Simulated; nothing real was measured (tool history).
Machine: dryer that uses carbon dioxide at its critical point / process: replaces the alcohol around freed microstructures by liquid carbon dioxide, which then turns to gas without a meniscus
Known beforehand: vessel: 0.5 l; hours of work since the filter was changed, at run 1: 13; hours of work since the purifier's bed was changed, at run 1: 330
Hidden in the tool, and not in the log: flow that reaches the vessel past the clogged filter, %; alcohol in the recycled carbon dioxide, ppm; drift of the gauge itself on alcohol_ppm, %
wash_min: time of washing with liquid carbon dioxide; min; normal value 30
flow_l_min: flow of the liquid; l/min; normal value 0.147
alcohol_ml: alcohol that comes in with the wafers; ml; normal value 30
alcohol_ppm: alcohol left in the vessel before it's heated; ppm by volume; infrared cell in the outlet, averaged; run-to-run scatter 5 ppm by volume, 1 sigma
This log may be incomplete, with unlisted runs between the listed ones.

| run | day | wash_min | flow_l_min | alcohol_ml | hours of work since the filter was changed | hours of work since the purifier's bed was changed | alcohol_ppm |
|---|---|---|---|---|---|---|---|
| 1 | 0 | 30 | 0.147 | 30 | 13 | 330 | 165 |
| 2 | 0.817 | 30 | 0.147 | 30 | 25 | 342 | 174 |
| 3 | 1.658 | 30 | 0.147 | 30 | 37 | 354 | 179 |
| 4 | 2.175 | 30 | 0.177 | 30 | 44 | 361 | 164 |
| 5 | 2.788 | 30 | 0.177 | 30 | 53 | 369 | 175 |
| 6 | 3.779 | 30 | 0.177 | 30 | 67 | 383 | 169 |
| 7 | 4.571 | 30 | 0.177 | 30 | 78 | 395 | 173 |
| 8 | 5.521 | 30 | 0.177 | 30 | 91 | 408 | 181 |
| 9 | 6.129 | 30 | 0.147 | 30 | 100 | 416 | 208 |
| 10 | 6.988 | 30 | 0.147 | 30 | 112 | 428 | 212 |
| 11 | 7.679 | 30 | 0.147 | 30 | 121 | 438 | 227 |
| 12 | 8.238 | 30 | 0.147 | 30 | 129 | 446 | 214 |
| 13 | 8.808 | 30 | 0.147 | 30 | 137 | 454 | 234 |
| 14 | 9.6 | 30 | 0.147 | 55 | 148 | 465 | 265 |
| 15 | 10.033 | 30 | 0.147 | 55 | 154 | 471 | 276 |
| 16 | 10.996 | 30 | 0.147 | 30 | 168 | 485 | 243 |
| 17 | 11.725 | 30 | 0.147 | 30 | 178 | 495 | 239 |
| 18 | 12.238 | 30 | 0.147 | 30 | 185 | 502 | 254 |
| 19 | 12.679 | 30 | 0.147 | 30 | 192 | 509 | 250 |
| 20 | 13.212 | 38 | 0.147 | 30 | 199 | 516 | 220 |
| 21 | 14.129 | 38 | 0.147 | 30 | 212 | 529 | 236 |
| 22 | 14.938 | 38 | 0.147 | 30 | 223 | 540 | 234 |
|  | 15.158 | inlet filter changed |
| 23 | 15.675 | 38 | 0.147 | 30 | 7 | 550 | 234 |
| 24 | 16.612 | 38 | 0.147 | 30 | 20 | 563 | 241 |
| 25 | 17.046 | 29 | 0.147 | 30 | 27 | 569 | 269 |
| 26 | 17.821 | 29 | 0.147 | 30 | 37 | 580 | 270 |
|  | 18.662 | purifier's bed changed |
| 27 | 18.662 | 29 | 0.103 | 63 | 48 | 0 | 735 |
| 28 | 19.604 | 24 | 0.147 | 25 | 61 | 13 | 114 |
| 29 | 20.108 | 33 | 0.242 | 23 | 68 | 20 | 16 |
| 30 | 20.821 | 33 | 0.242 | 23 | 78 | 30 | 21 |
| 31 | 21.633 | 29 | 0.147 | 33 | 89 | 42 | 65 |
| 32 | 22.342 | 29 | 0.147 | 33 | 99 | 52 | 75 |
| 33 | 23.046 | 29 | 0.147 | 33 | 109 | 62 | 82 |
| 34 | 23.583 | 47 | 0.188 | 29 | 117 | 69 | 33 |
| 35 | 24.562 | 47 | 0.147 | 119 | 130 | 83 | 46 |
| 36 | 25.196 | 36 | 0.093 | 49 | 139 | 92 | 469 |
| 37 | 25.667 | 23 | 0.138 | 35 | 146 | 99 | 402 |
| 38 | 26.496 | 23 | 0.162 | 35 | 158 | 110 | 199 |
| 39 | 27.396 | 30 | 0.126 | 30 | 170 | 123 | 193 |
| 40 | 27.938 | 30 | 0.126 | 55 | 178 | 130 | 298 |
| 41 | 28.454 | 30 | 0.126 | 55 | 185 | 138 | 302 |
| 42 | 29.012 | 45 | 0.13 | 47 | 193 | 146 | 68 |
| 43 | 29.471 | 34 | 0.159 | 22 | 200 | 152 | 77 |
| 44 | 30.167 | 34 | 0.159 | 22 | 209 | 162 | 79 |
| 45 | 30.7 | 34 | 0.159 | 22 | 217 | 169 | 87 |
|  | 31.45 | inlet filter changed |
| 46 | 31.467 | 30 | 0.147 | 55 | 0 | 180 | 122 |
| 47 | 32.321 | 21 | 0.16 | 39 | 12 | 192 | 258 |

Alternative continuations, all from the tool just after run 47; predict every row:
| A | 33.183 | 26 | 0.16 | 39 | 24 | 204 | ? |
| B | 33.183 | 33 | 0.147 | 30 | 24 | 204 | ? |
| C | 33.183 | 30 | 0.147 | 34 | 24 | 204 | ? |

| run | alcohol_ppm |
|---|---|
| A | 133 |
| B | 104 |
| C | 114 |
Had the tool no hidden state, the same runs would have come out as:
| run | alcohol_ppm |
|---|---|
| A | 44 |
| B | 16 |
| C | 25 |

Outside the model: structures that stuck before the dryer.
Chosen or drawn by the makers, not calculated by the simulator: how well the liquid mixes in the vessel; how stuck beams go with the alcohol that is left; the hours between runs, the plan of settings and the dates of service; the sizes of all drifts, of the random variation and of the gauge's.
